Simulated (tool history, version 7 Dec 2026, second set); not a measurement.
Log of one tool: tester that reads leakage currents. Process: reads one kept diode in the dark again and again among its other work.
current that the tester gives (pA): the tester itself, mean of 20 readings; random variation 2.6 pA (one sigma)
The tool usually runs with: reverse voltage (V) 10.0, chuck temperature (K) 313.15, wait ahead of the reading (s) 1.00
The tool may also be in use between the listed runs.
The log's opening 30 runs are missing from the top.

run	hour	reverse voltage (V)	chuck temperature (K)	wait ahead of the reading (s)	hours of work since the probe card was cleaned	hours of work since the tester was calibrated	hours of work since the chuck was calibrated	current that the tester gives (pA)
31	3583.8	7.5	329.15	0.44	710	2090	835	2927.16
32	3740.1	4.4	329.15	1.10	783	2163	909	2393.64
33	3885.5	10.3	324.15	7.34	852	2232	977	2195.41
34	3985.0	10.3	299.15	7.34	898	2278	1024	242.27
35	4128.9	13.5	298.15	1.00	966	2346	1092	246.63
36	4308.1	13.5	298.15	1.00	1051	2431	1176	246.12
37	4381.4	7.7	296.15	8.23	1085	2465	1211	163.17
38	4492.1	1.4	306.15	0.99	1137	2517	1263	221.48
39	4620.6	4.7	306.15	0.99	1198	2578	1323	348.88

Consider 4 possible next runs. They are alternatives, not a sequence: every one starts from the tool as it was left by run 39. What does each give?
A	4778.7	3.6	325.15	6.01	1272	2652	1398	?
B	4778.7	16.9	296.15	1.79	1272	2652	1398	?
C	4778.7	1.0	313.15	3.19	1272	2652	1398	?
D	4778.7	8.3	296.15	2.50	1272	2652	1398	?

run	current that the tester gives (pA)
A	1616.42
B	220.84
C	365.61
D	168.91
The same runs, with their run-to-run variation unchanged, on a tool lacking any hidden condition would have given:
run	current that the tester gives (pA)
A	1615.25
B	220.56
C	365.32
D	168.72
